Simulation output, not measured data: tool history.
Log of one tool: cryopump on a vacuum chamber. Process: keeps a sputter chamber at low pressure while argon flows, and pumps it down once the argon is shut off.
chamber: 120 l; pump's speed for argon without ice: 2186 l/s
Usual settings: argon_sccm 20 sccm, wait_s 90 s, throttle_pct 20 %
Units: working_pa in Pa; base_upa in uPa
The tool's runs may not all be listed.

{"run": 1, "day": 0.0, "argon_sccm": 20, "wait_s": 90, "throttle_pct": 20, "working_pa": 0.0794, "base_upa": 0.65}
{"run": 2, "day": 1.279, "argon_sccm": 20, "wait_s": 36, "throttle_pct": 20, "working_pa": 0.0795, "base_upa": 1.18}
{"run": 3, "day": 2.579, "argon_sccm": 20, "wait_s": 90, "throttle_pct": 41, "working_pa": 0.0407, "base_upa": 0.7}
{"run": 4, "day": 3.588, "argon_sccm": 20, "wait_s": 90, "throttle_pct": 20, "working_pa": 0.0793, "base_upa": 0.65}
{"run": 5, "day": 4.958, "argon_sccm": 20, "wait_s": 90, "throttle_pct": 20, "working_pa": 0.0787, "base_upa": 0.69}
{"run": 6, "day": 5.917, "argon_sccm": 20, "wait_s": 90, "throttle_pct": 20, "working_pa": 0.0801, "base_upa": 0.7}
{"run": 7, "day": 7.058, "argon_sccm": 20, "wait_s": 90, "throttle_pct": 20, "working_pa": 0.0798, "base_upa": 0.69}
{"run": 8, "day": 8.342, "argon_sccm": 20, "wait_s": 90, "throttle_pct": 20, "working_pa": 0.079, "base_upa": 0.69}
{"run": 9, "day": 9.875, "argon_sccm": 20, "wait_s": 90, "throttle_pct": 20, "working_pa": 0.0791, "base_upa": 0.69}
{"run": 10, "day": 10.633, "argon_sccm": 20, "wait_s": 90, "throttle_pct": 20, "working_pa": 0.0798, "base_upa": 0.74}
{"run": 11, "day": 11.779, "argon_sccm": 36, "wait_s": 90, "throttle_pct": 20, "working_pa": 0.1423, "base_upa": 0.71}
{"run": 12, "day": 13.2, "argon_sccm": 36, "wait_s": 90, "throttle_pct": 20, "working_pa": 0.1436, "base_upa": 0.7}
{"run": 13, "day": 14.988, "argon_sccm": 20, "wait_s": 289, "throttle_pct": 20, "working_pa": 0.0788, "base_upa": 0.46}
{"run": 14, "day": 16.646, "argon_sccm": 28, "wait_s": 56, "throttle_pct": 26, "working_pa": 0.0872, "base_upa": 0.91}
{"run": 15, "day": 18.121, "argon_sccm": 28, "wait_s": 56, "throttle_pct": 26, "working_pa": 0.0871, "base_upa": 0.93}
{"run": 16, "day": 19.8, "argon_sccm": 21, "wait_s": 90, "throttle_pct": 31, "working_pa": 0.0555, "base_upa": 0.7}
{"run": 17, "day": 20.812, "argon_sccm": 21, "wait_s": 90, "throttle_pct": 31, "working_pa": 0.0548, "base_upa": 0.68}
{"run": 18, "day": 22.496, "argon_sccm": 20, "wait_s": 42, "throttle_pct": 29, "working_pa": 0.0562, "base_upa": 1.09}
{"run": 19, "day": 23.975, "argon_sccm": 20, "wait_s": 44, "throttle_pct": 43, "working_pa": 0.0392, "base_upa": 1.08}
{"run": 20, "day": 24.712, "argon_sccm": 20, "wait_s": 44, "throttle_pct": 43, "working_pa": 0.0389, "base_upa": 1.07}
{"run": 21, "day": 25.454, "argon_sccm": 16, "wait_s": 69, "throttle_pct": 24, "working_pa": 0.0543, "base_upa": 0.8}
{"run": 22, "day": 27.208, "argon_sccm": 16, "wait_s": 67, "throttle_pct": 27, "working_pa": 0.0481, "base_upa": 0.92}
{"run": 23, "day": 28.371, "argon_sccm": 26, "wait_s": 163, "throttle_pct": 55, "working_pa": 0.0404, "base_upa": 0.58}

Forecast each of these 5 alternatives for the next run:
{"run": "A", "day": 29.708, "argon_sccm": 8, "wait_s": 144, "throttle_pct": 19, "working_pa": "?", "base_upa": "?"}
{"run": "B", "day": 29.708, "argon_sccm": 21, "wait_s": 27, "throttle_pct": 43, "working_pa": "?", "base_upa": "?"}
{"run": "C", "day": 29.708, "argon_sccm": 24, "wait_s": 23, "throttle_pct": 16, "working_pa": "?", "base_upa": "?"}
{"run": "D", "day": 29.708, "argon_sccm": 16, "wait_s": 90, "throttle_pct": 30, "working_pa": "?", "base_upa": "?"}
{"run": "E", "day": 29.708, "argon_sccm": 25, "wait_s": 163, "throttle_pct": 32, "working_pa": "?", "base_upa": "?"}

run=A working_pa=0.0334 base_upa=0.64
run=B working_pa=0.0418 base_upa=1.57
run=C working_pa=0.1199 base_upa=1.74
run=D working_pa=0.0443 base_upa=0.78
run=E working_pa=0.0650 base_upa=0.59
Without the tool's hidden state the same runs would have given:
run=A working_pa=0.0321 base_upa=0.37
run=B working_pa=0.0384 base_upa=1.31
run=C working_pa=0.1160 base_upa=1.49
run=D working_pa=0.0417 base_upa=0.51
run=E working_pa=0.0609 base_upa=0.33
